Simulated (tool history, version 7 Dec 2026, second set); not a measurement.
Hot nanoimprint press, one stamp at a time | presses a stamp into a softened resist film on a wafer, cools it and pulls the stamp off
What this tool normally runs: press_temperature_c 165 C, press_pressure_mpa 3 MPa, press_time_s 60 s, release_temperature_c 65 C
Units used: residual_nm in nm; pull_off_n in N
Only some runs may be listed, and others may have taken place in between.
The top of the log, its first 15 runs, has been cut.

| run | day | press_temperature_c | press_pressure_mpa | press_time_s | release_temperature_c | residual_nm | pull_off_n |
|---|---|---|---|---|---|---|---|
| 16 | 8.017 | 173 | 3 | 60 | 65 | 129.6 | 224 |
| 17 | 8.7 | 167 | 4 | 79 | 61 | 120.2 | 232 |
| 18 | 9.133 | 165 | 2.27 | 35 | 61 | 210.8 | 235 |
| 19 | 9.829 | 165 | 2.27 | 35 | 61 | 210.7 | 233 |
| 20 | 10.4 | 165 | 3.14 | 40 | 65 | 179.4 | 232 |
| 21 | 10.733 | 154 | 3 | 60 | 54 | 217.1 | 245 |
| 22 | 11.158 | 154 | 3 | 60 | 54 | 217.1 | 257 |
| 23 | 11.488 | 156 | 4.08 | 60 | 65 | 183.6 | 241 |
| 24 | 11.808 | 156 | 4.08 | 60 | 65 | 183.8 | 245 |
| 25 | 12.521 | 156 | 4.08 | 60 | 65 | 183 | 245 |
| 26 | 13.096 | 163 | 2.63 | 92 | 58 | 158.7 | 244 |
| 27 | 13.754 | 163 | 2.63 | 119 | 73 | 146 | 239 |
| 28 | 14.45 | 165 | 2.17 | 60 | 66 | 185.8 | 248 |
| 29 | 15.029 | 165 | 2.17 | 60 | 66 | 186 | 253 |
| 30 | 15.688 | 165 | 2.17 | 60 | 66 | 185.8 | 252 |
| 31 | 16.325 | 157 | 3 | 36 | 65 | 225.6 | 265 |

Alternative continuations, all from the tool just after run 31; predict every row:
| A | 16.792 | 157 | 4.3 | 74 | 65 | ? | ? |
| B | 16.792 | 165 | 2.19 | 36 | 65 | ? | ? |
| C | 16.792 | 165 | 4.61 | 93 | 66 | ? | ? |

| run | residual_nm | pull_off_n |
|---|---|---|
| A | 162.5 | 267 |
| B | 211.5 | 259 |
| C | 111.5 | 260 |
The same runs, with their run-to-run variation unchanged, on a tool lacking any hidden condition would have given:
| run | residual_nm | pull_off_n |
|---|---|---|
| A | 163.2 | 179 |
| B | 212.8 | 173 |
| C | 111.7 | 174 |
